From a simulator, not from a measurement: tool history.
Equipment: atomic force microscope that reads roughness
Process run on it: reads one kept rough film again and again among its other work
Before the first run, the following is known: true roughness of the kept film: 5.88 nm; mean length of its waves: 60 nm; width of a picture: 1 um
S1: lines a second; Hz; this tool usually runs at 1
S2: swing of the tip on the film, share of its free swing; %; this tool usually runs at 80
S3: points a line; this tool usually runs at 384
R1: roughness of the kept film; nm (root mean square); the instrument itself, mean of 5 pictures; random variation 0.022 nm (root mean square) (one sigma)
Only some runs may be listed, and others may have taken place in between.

run 1 hour=0 | S1=1 S2=80 S3=384 | R1=5.106
run 2 hour=27.7 | S1=1 S2=80 S3=384 | R1=5.1
-- hour=33 new tip fitted
run 3 hour=74.5 | S1=1 S2=80 S3=384 | R1=5.218
run 4 hour=98.8 | S1=1 S2=80 S3=384 | R1=5.242
run 5 hour=138 | S1=1 S2=63 S3=384 | R1=5.318
run 6 hour=168.6 | S1=1 S2=80 S3=384 | R1=5.185
run 7 hour=207.9 | S1=1 S2=80 S3=503 | R1=5.102
run 8 hour=232.7 | S1=0.65 S2=80 S3=384 | R1=5.239
run 9 hour=261.9 | S1=0.65 S2=80 S3=384 | R1=5.157
run 10 hour=301.5 | S1=0.65 S2=80 S3=384 | R1=5.113
-- hour=305.7 new tip fitted
run 11 hour=325.6 | S1=0.65 S2=80 S3=384 | R1=5.397
run 12 hour=365.9 | S1=1 S2=71 S3=384 | R1=5.327
run 13 hour=390.4 | S1=1 S2=71 S3=384 | R1=5.341
run 14 hour=432.3 | S1=1 S2=71 S3=384 | R1=5.277
run 15 hour=464.2 | S1=1 S2=71 S3=384 | R1=5.213
run 16 hour=515.7 | S1=1 S2=80 S3=384 | R1=5.085
run 17 hour=542.2 | S1=1 S2=59 S3=384 | R1=5.252
run 18 hour=564.5 | S1=1 S2=80 S3=384 | R1=5.019
-- hour=581.5 new tip fitted
run 19 hour=595.9 | S1=1 S2=80 S3=787 | R1=5.277
run 20 hour=635.3 | S1=1 S2=80 S3=384 | R1=5.202
run 21 hour=682.5 | S1=1 S2=65 S3=384 | R1=5.347
run 22 hour=711.8 | S1=3.11 S2=65 S3=916 | R1=5.048
run 23 hour=749.3 | S1=0.74 S2=83 S3=289 | R1=5.104
-- hour=752.8 height scale calibrated on a step standard
run 24 hour=789.8 | S1=2.7 S2=68 S3=313 | R1=4.886
run 25 hour=840.1 | S1=1.45 S2=78 S3=412 | R1=4.855
-- hour=858.7 new tip fitted
run 26 hour=889.3 | S1=0.67 S2=84 S3=409 | R1=5.141
-- hour=931.4 height scale calibrated on a step standard, once more
run 27 hour=939.4 | S1=0.99 S2=59 S3=352 | R1=5.518
run 28 hour=981.4 | S1=0.99 S2=66 S3=352 | R1=5.393
run 29 hour=1016.3 | S1=0.93 S2=80 S3=384 | R1=5.245
run 30 hour=1067.8 | S1=1 S2=76 S3=384 | R1=5.191
run 31 hour=1114 | S1=1 S2=76 S3=384 | R1=5.152
-- hour=1132.7 new tip fitted
run 32 hour=1149.7 | S1=1 S2=76 S3=384 | R1=5.391
run 33 hour=1172.1 | S1=2.14 S2=68 S3=497 | R1=5.285
run 34 hour=1223.1 | S1=2.14 S2=81 S3=373 | R1=4.972
run 35 hour=1250.4 | S1=2.14 S2=81 S3=373 | R1=4.919
run 36 hour=1301.3 | S1=2.14 S2=81 S3=373 | R1=4.885
run 37 hour=1340.1 | S1=0.86 S2=66 S3=492 | R1=5.361
run 38 hour=1386.7 | S1=0.86 S2=66 S3=492 | R1=5.316
-- hour=1406.7 new tip fitted
run 39 hour=1411 | S1=1.71 S2=78 S3=421 | R1=5.196

Forecast each of these 3 alternatives for the next run:
run A hour=1450.7 | S1=1 S2=79 S3=892 | R1=?
run B hour=1450.7 | S1=2.74 S2=74 S3=684 | R1=?
run C hour=1450.7 | S1=2.68 S2=63 S3=384 | R1=?

run=A R1=5.318
run=B R1=5.041
run=C R1=5.309
Had the tool no hidden state, the same runs would have come out as:
run=A R1=5.395
run=B R1=5.115
run=C R1=5.386
